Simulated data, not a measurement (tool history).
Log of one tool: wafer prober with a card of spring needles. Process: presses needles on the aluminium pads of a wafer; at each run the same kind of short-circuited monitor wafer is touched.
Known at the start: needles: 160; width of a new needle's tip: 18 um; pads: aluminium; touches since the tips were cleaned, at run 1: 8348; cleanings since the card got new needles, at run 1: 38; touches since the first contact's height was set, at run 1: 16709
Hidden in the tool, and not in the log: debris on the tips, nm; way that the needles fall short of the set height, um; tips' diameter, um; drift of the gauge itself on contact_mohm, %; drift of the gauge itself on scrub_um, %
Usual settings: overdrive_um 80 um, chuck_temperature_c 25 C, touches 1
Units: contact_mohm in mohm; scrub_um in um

run,hour,overdrive_um,chuck_temperature_c,touches,touches since the tips were cleaned,cleanings since the card got new needles,touches since the first contact's height was set,contact_mohm,scrub_um
1,0.0,80,25,1,8348,38,16709,189,19.63
# hour 4.2: tips cleaned on abrasive film
2,35.8,80,25,1,5821,39,23282,199,19.55
# hour 51.9: tips cleaned on abrasive film
3,92.1,80,25,1,7397,40,33631,188,19.61
# hour 100.5: tips cleaned on abrasive film, once more
4,129.8,80,25,2,5388,41,40547,168,19.52
# hour 147.2: tips cleaned on abrasive film
5,188.0,80,25,2,7514,42,51257,175,19.49
# hour 193.9: tips cleaned on abrasive film
6,213.9,94,35,1,3679,43,55992,173,23.00
# hour 241.7: tips cleaned on abrasive film
7,260.0,67,114,1,3364,44,64470,201,16.20
# hour 288.5: tips cleaned on abrasive film
8,314.5,98,52,2,4798,45,74488,171,23.90
# hour 334.1: tips cleaned on abrasive film
9,349.6,77,52,2,2863,46,80930,170,18.69
# hour 381.5: tips cleaned on abrasive film
10,392.8,81,25,3,2094,47,88871,158,19.73

How the hidden state differs across the entries between the runs, from the last listed run before each to the first after it:
Between runs 1 and 2: tips cleaned on abrasive film (hour 4.2)
  debris on the tips, nm: 170.4 -> 213.4; way that the needles fall short of the set height, um: 0.12 -> 0.17; tips' diameter, um: 19.43 -> 19.65
  measured less the result without the state, contact_mohm: +32 -> +41 mohm; scrub_um: -0.03 -> -0.05 um
Between runs 2 and 3: tips cleaned on abrasive film (hour 51.9)
  debris on the tips, nm: 213.4 -> 163.4; way that the needles fall short of the set height, um: 0.17 -> 0.28; tips' diameter, um: 19.65 -> 19.69
  measured less the result without the state, contact_mohm: +41 -> +32 mohm; scrub_um: -0.05 -> -0.07 um
Between runs 3 and 4: tips cleaned on abrasive film, once more (hour 100.5)
  debris on the tips, nm: 163.4 -> 141.3; way that the needles fall short of the set height, um: 0.28 -> 0.41; tips' diameter, um: 19.69 -> 19.73
  measured less the result without the state, contact_mohm: +32 -> +17 mohm; scrub_um: -0.07 -> -0.10 um
Between runs 4 and 5: tips cleaned on abrasive film (hour 147.2)
  debris on the tips, nm: 141.3 -> 160.6; way that the needles fall short of the set height, um: 0.41 -> 0.52; tips' diameter, um: 19.73 -> 19.77
  measured less the result without the state, contact_mohm: +17 -> +19 mohm; scrub_um: -0.10 -> -0.13 um
Between runs 5 and 6: tips cleaned on abrasive film (hour 193.9)
  debris on the tips, nm: 160.6 -> 114.3; way that the needles fall short of the set height, um: 0.52 -> 0.64; tips' diameter, um: 19.77 -> 19.81
  measured less the result without the state, contact_mohm: +19 -> +17 mohm; scrub_um: -0.13 -> -0.16 um
Between runs 6 and 7: tips cleaned on abrasive film (hour 241.7)
  debris on the tips, nm: 114.3 -> 111.9; way that the needles fall short of the set height, um: 0.64 -> 0.72; tips' diameter, um: 19.81 -> 19.84
  measured less the result without the state, contact_mohm: +17 -> +27 mohm; scrub_um: -0.16 -> -0.17 um
Between runs 7 and 8: tips cleaned on abrasive film (hour 288.5)
  debris on the tips, nm: 111.9 -> 134.7; way that the needles fall short of the set height, um: 0.72 -> 0.8; tips' diameter, um: 19.84 -> 19.87
  measured less the result without the state, contact_mohm: +27 -> +11 mohm; scrub_um: -0.17 -> -0.20 um
Between runs 8 and 9: tips cleaned on abrasive film (hour 334.1)
  debris on the tips, nm: 134.7 -> 92.5; way that the needles fall short of the set height, um: 0.8 -> 0.93; tips' diameter, um: 19.87 -> 19.91
  measured less the result without the state, contact_mohm: +11 -> +12 mohm; scrub_um: -0.20 -> -0.22 um
Between runs 9 and 10: tips cleaned on abrasive film (hour 381.5)
  debris on the tips, nm: 92.5 -> 76.3; way that the needles fall short of the set height, um: 0.93 -> 1; tips' diameter, um: 19.91 -> 19.94
  measured less the result without the state, contact_mohm: +12 -> +6 mohm; scrub_um: -0.22 -> -0.25 um
